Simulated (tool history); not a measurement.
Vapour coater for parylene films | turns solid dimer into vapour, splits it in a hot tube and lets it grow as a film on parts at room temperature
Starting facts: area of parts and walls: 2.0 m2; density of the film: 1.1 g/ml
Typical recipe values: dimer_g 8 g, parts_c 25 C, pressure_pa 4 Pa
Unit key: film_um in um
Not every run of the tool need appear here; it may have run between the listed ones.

run 1 hour=0 | dimer_g=8 parts_c=25 pressure_pa=4 | film_um=1.57
run 2 hour=81.1 | dimer_g=8 parts_c=25 pressure_pa=6.79 | film_um=1.48
-- hour=110.7 trap's valve overhauled
run 3 hour=128.4 | dimer_g=8 parts_c=25 pressure_pa=6.79 | film_um=1.41
run 4 hour=212.6 | dimer_g=5 parts_c=25 pressure_pa=6.79 | film_um=0.86
run 5 hour=255.2 | dimer_g=5 parts_c=25 pressure_pa=6.79 | film_um=0.84
run 6 hour=309.3 | dimer_g=5 parts_c=25 pressure_pa=6.79 | film_um=0.8
run 7 hour=344.4 | dimer_g=5 parts_c=25 pressure_pa=6.79 | film_um=0.79
run 8 hour=427.7 | dimer_g=5 parts_c=25 pressure_pa=6.79 | film_um=0.77
-- hour=442.1 trap's valve overhauled
run 9 hour=505.1 | dimer_g=5 parts_c=25 pressure_pa=6.79 | film_um=1.03
run 10 hour=547.6 | dimer_g=8 parts_c=32 pressure_pa=4 | film_um=1.35
-- hour=557.1 trap's valve overhauled, once more
run 11 hour=612.4 | dimer_g=8 parts_c=25 pressure_pa=7.01 | film_um=1.63
run 12 hour=688.3 | dimer_g=8 parts_c=30 pressure_pa=4 | film_um=1.42
run 13 hour=762.6 | dimer_g=8 parts_c=30 pressure_pa=4 | film_um=1.38
run 14 hour=810.7 | dimer_g=8 parts_c=30 pressure_pa=4 | film_um=1.35
run 15 hour=868.9 | dimer_g=8 parts_c=30 pressure_pa=4 | film_um=1.32
-- hour=893.9 trap's valve overhauled
run 16 hour=955.6 | dimer_g=8 parts_c=30 pressure_pa=4 | film_um=1.46
run 17 hour=1012.6 | dimer_g=8 parts_c=17 pressure_pa=4 | film_um=2.11
run 18 hour=1047.9 | dimer_g=8 parts_c=17 pressure_pa=4.32 | film_um=2.07
run 19 hour=1099.3 | dimer_g=8 parts_c=17 pressure_pa=4.32 | film_um=2.01
run 20 hour=1164.3 | dimer_g=8 parts_c=17 pressure_pa=4.32 | film_um=1.97
run 21 hour=1220.2 | dimer_g=9 parts_c=25 pressure_pa=4 | film_um=1.71
-- hour=1231.6 trap's valve overhauled
run 22 hour=1304.4 | dimer_g=9 parts_c=18 pressure_pa=4 | film_um=2.32
run 23 hour=1379 | dimer_g=6 parts_c=35 pressure_pa=4 | film_um=0.9
run 24 hour=1424.8 | dimer_g=6 parts_c=35 pressure_pa=4 | film_um=0.88
-- hour=1445.8 table's thermometer calibrated
run 25 hour=1478.4 | dimer_g=13 parts_c=19 pressure_pa=11.43 | film_um=2.85
run 26 hour=1553.2 | dimer_g=6 parts_c=19 pressure_pa=8.29 | film_um=1.3
-- hour=1565.2 trap's valve overhauled
run 27 hour=1643.7 | dimer_g=13 parts_c=24 pressure_pa=9.29 | film_um=2.67
run 28 hour=1680.3 | dimer_g=8 parts_c=27 pressure_pa=3.55 | film_um=1.56
run 29 hour=1732.9 | dimer_g=7 parts_c=27 pressure_pa=3.55 | film_um=1.38
run 30 hour=1795.3 | dimer_g=12 parts_c=36 pressure_pa=5.03 | film_um=1.67
run 31 hour=1874.7 | dimer_g=11 parts_c=32 pressure_pa=4 | film_um=1.73
-- hour=1902.3 trap's valve overhauled
run 32 hour=1943.9 | dimer_g=11 parts_c=32 pressure_pa=4 | film_um=1.9
run 33 hour=2009.1 | dimer_g=8 parts_c=34 pressure_pa=4 | film_um=1.25
run 34 hour=2087.9 | dimer_g=5 parts_c=17 pressure_pa=4.22 | film_um=1.3
run 35 hour=2171 | dimer_g=8 parts_c=29 pressure_pa=6.84 | film_um=1.34
run 36 hour=2225.1 | dimer_g=8 parts_c=25 pressure_pa=6.87 | film_um=1.48
-- hour=2237 trap's valve overhauled
run 37 hour=2303.1 | dimer_g=8 parts_c=21 pressure_pa=2.41 | film_um=1.96
run 38 hour=2352.3 | dimer_g=8 parts_c=17 pressure_pa=7.09 | film_um=2.03
run 39 hour=2414.5 | dimer_g=12 parts_c=17 pressure_pa=5.5 | film_um=3.04
run 40 hour=2462.1 | dimer_g=12 parts_c=17 pressure_pa=5.5 | film_um=2.98
run 41 hour=2542.3 | dimer_g=12 parts_c=32 pressure_pa=5.35 | film_um=1.83
-- hour=2568.2 trap's valve overhauled
run 42 hour=2604.6 | dimer_g=11 parts_c=36 pressure_pa=2.84 | film_um=1.71
run 43 hour=2654.1 | dimer_g=13 parts_c=33 pressure_pa=4 | film_um=2.12

Below are 3 alternative next runs, each starting from the tool's condition after run 43. Predict each:
run A hour=2724.4 | dimer_g=13 parts_c=24 pressure_pa=11.5 | film_um=?
run B hour=2724.4 | dimer_g=5 parts_c=25 pressure_pa=4 | film_um=?
run C hour=2724.4 | dimer_g=9 parts_c=25 pressure_pa=2.13 | film_um=?

run=A film_um=2.56
run=B film_um=1.03
run=C film_um=1.93
With the hidden condition removed and each run's random variation left untouched, the same runs would have given:
run=A film_um=2.74
run=B film_um=1.1
run=C film_um=2.07

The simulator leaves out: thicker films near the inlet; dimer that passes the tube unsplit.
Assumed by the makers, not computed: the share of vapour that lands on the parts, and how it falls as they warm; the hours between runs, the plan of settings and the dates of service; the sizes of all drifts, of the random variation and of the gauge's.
